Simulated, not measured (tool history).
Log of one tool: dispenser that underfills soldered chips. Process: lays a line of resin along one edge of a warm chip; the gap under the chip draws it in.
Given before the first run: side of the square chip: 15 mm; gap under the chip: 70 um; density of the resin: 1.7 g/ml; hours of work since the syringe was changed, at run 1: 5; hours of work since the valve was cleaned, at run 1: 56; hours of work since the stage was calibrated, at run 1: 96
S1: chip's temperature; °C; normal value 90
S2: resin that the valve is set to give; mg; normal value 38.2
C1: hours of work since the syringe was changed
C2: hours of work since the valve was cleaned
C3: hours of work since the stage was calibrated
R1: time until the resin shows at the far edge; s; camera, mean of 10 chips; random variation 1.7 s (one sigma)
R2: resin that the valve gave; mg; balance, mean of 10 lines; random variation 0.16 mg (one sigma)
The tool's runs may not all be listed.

Run 1, hour 0.0: usual settings; C1 5; C2 56; C3 96. Result: R1 209.9 s, R2 36.08 mg.
At hour 0.9: new syringe of resin.
Run 2, hour 5.4: usual settings; C1 3; C2 59; C3 99. Result: R1 191.0 s, R2 35.44 mg.
Run 3, hour 7.6: usual settings but S2 38.6 mg; C1 4; C2 61; C3 101. Result: R1 200.0 s, R2 36.10 mg.
At hour 9.6: new syringe of resin.
Run 4, hour 12.3: usual settings but S2 34.5 mg; C1 2; C2 63; C3 103. Result: R1 196.1 s, R2 32.22 mg.
Run 5, hour 14.7: usual settings; C1 3; C2 65; C3 105. Result: R1 196.7 s, R2 35.40 mg.
At hour 18.5: new syringe of resin.
Run 6, hour 19.5: usual settings but S2 44.0 mg; C1 1; C2 68; C3 108. Result: R1 171.9 s, R2 40.95 mg.
Run 7, hour 22.5: usual settings; C1 3; C2 70; C3 110. Result: R1 193.1 s, R2 35.35 mg.
Run 8, hour 25.7: usual settings; C1 5; C2 72; C3 112. Result: R1 204.5 s, R2 35.37 mg.
At hour 27.3: new syringe of resin.
Run 9, hour 29.1: usual settings; C1 1; C2 74; C3 114. Result: R1 181.8 s, R2 35.02 mg.
Run 10, hour 31.5: usual settings but S1 95 °C; C1 3; C2 75; C3 115. Result: R1 156.7 s, R2 35.26 mg.
Run 11, hour 33.8: usual settings but S1 95 °C; C1 4; C2 77; C3 117. Result: R1 164.7 s, R2 35.33 mg.
At hour 36.4: new syringe of resin.
Run 12, hour 37.5: usual settings but S1 95 °C; C1 1; C2 79; C3 119. Result: R1 144.4 s, R2 34.92 mg.
Run 13, hour 42.3: usual settings but S1 81 °C; C1 4; C2 82; C3 122. Result: R1 291.7 s, R2 35.15 mg.
At hour 45.3: new syringe of resin.
Run 14, hour 47.2: usual settings but S1 81 °C; C1 1; C2 85; C3 125. Result: R1 274.9 s, R2 34.55 mg.
Run 15, hour 50.1: usual settings but S1 81 °C; C1 3; C2 87; C3 127. Result: R1 294.4 s, R2 34.77 mg.
Run 16, hour 52.4: usual settings but S1 81 °C; C1 5; C2 89; C3 129. Result: R1 306.8 s, R2 34.84 mg.
At hour 54.1: new syringe of resin.
Run 17, hour 55.8: usual settings but S1 81 °C; C1 1; C2 91; C3 131. Result: R1 274.9 s, R2 34.63 mg.
Run 18, hour 60.8: usual settings; C1 4; C2 94; C3 134. Result: R1 209.9 s, R2 34.29 mg.
At hour 63.3: new syringe of resin.
Run 19, hour 64.6: usual settings but S1 98 °C; C1 1; C2 96; C3 136. Result: R1 136.1 s, R2 34.24 mg.
Run 20, hour 68.9: usual settings but S1 86 °C, S2 47.0 mg; C1 4; C2 99; C3 139. Result: R1 233.5 s, R2 42.04 mg.
Run 21, hour 71.2: usual settings; C1 5; C2 100; C3 140. Result: R1 214.4 s, R2 34.32 mg.
At hour 72.2: new syringe of resin.
Run 22, hour 75.2: usual settings but S1 102 °C, S2 42.6 mg; C1 2; C2 103; C3 143. Result: R1 112.0 s, R2 38.45 mg.
Run 23, hour 77.6: usual settings but S1 99 °C, S2 45.8 mg; C1 3; C2 104; C3 144. Result: R1 138.4 s, R2 41.04 mg.
At hour 81.3: new syringe of resin.
Run 24, hour 81.7: usual settings but S1 99 °C, S2 45.8 mg; C1 0; C2 107; C3 147. Result: R1 115.5 s, R2 40.83 mg.
Run 25, hour 85.7: usual settings but S1 99 °C, S2 45.8 mg; C1 3; C2 109; C3 149. Result: R1 130.0 s, R2 40.57 mg.
Run 26, hour 87.9: usual settings but S1 82 °C, S2 36.7 mg; C1 4; C2 111; C3 151. Result: R1 297.4 s, R2 32.42 mg.
At hour 90.3: new syringe of resin.
Run 27, hour 92.1: usual settings but S1 96 °C, S2 38.9 mg; C1 1; C2 113; C3 153. Result: R1 147.0 s, R2 34.48 mg.
Run 28, hour 95.2: usual settings but S1 91 °C, S2 42.4 mg; C1 3; C2 115; C3 155. Result: R1 186.5 s, R2 37.64 mg.
Run 29, hour 97.6: usual settings but S1 91 °C, S2 42.4 mg; C1 5; C2 117; C3 157. Result: R1 197.8 s, R2 37.65 mg.
At hour 99.3: new syringe of resin.
Run 30, hour 101.3: usual settings but S1 95 °C, S2 42.8 mg; C1 1; C2 119; C3 159. Result: R1 148.9 s, R2 37.57 mg.
Run 31, hour 104.2: usual settings but S1 95 °C, S2 37.2 mg; C1 3; C2 121; C3 161. Result: R1 167.2 s, R2 32.56 mg.
At hour 108.4: new syringe of resin.
Run 32, hour 109.3: usual settings but S1 93 °C; C1 1; C2 124; C3 164. Result: R1 165.2 s, R2 33.47 mg.
Run 33, hour 113.2: usual settings but S1 93 °C; C1 3; C2 127; C3 167. Result: R1 179.3 s, R2 33.48 mg.
Run 34, hour 116.7: usual settings but S2 36.7 mg; C1 5; C2 129; C3 169. Result: R1 220.7 s, R2 31.89 mg.
At hour 117.3: new syringe of resin.
Run 35, hour 121.4: usual settings but S1 99 °C, S2 35.1 mg; C1 3; C2 132; C3 172. Result: R1 142.5 s, R2 30.21 mg.
Run 36, hour 124.9: usual settings but S1 99 °C, S2 35.1 mg; C1 5; C2 134; C3 174. Result: R1 148.2 s, R2 30.30 mg.

Below are 4 alternative next runs, each starting from the tool's condition after run 36. Predict each:
At hour 126.2: new syringe of resin.
Run A, hour 130.3: usual settings but S1 78 °C, S2 45.0 mg; C1 3; C2 137; C3 177. Result: R1 ?, R2 ?.
At hour 126.2: new syringe of resin.
Run B, hour 130.3: usual settings but S1 102 °C, S2 49.4 mg; C1 3; C2 137; C3 177. Result: R1 ?, R2 ?.
At hour 126.2: new syringe of resin.
Run C, hour 130.3: usual settings but S1 84 °C, S2 47.7 mg; C1 3; C2 137; C3 177. Result: R1 ?, R2 ?.
At hour 126.2: new syringe of resin.
Run D, hour 130.3: usual settings but S2 32.9 mg; C1 3; C2 137; C3 177. Result: R1 ?, R2 ?.

run     R1     R2
  A  333.5  39.07
  B  118.8  42.69
  C  250.7  41.26
  D  211.9  28.51
Stripped of hidden state, with their random variation kept, the same runs would have yielded:
run     R1     R2
  A  279.5  45.28
  B  101.0  49.52
  C  211.6  47.85
  D  169.6  33.05
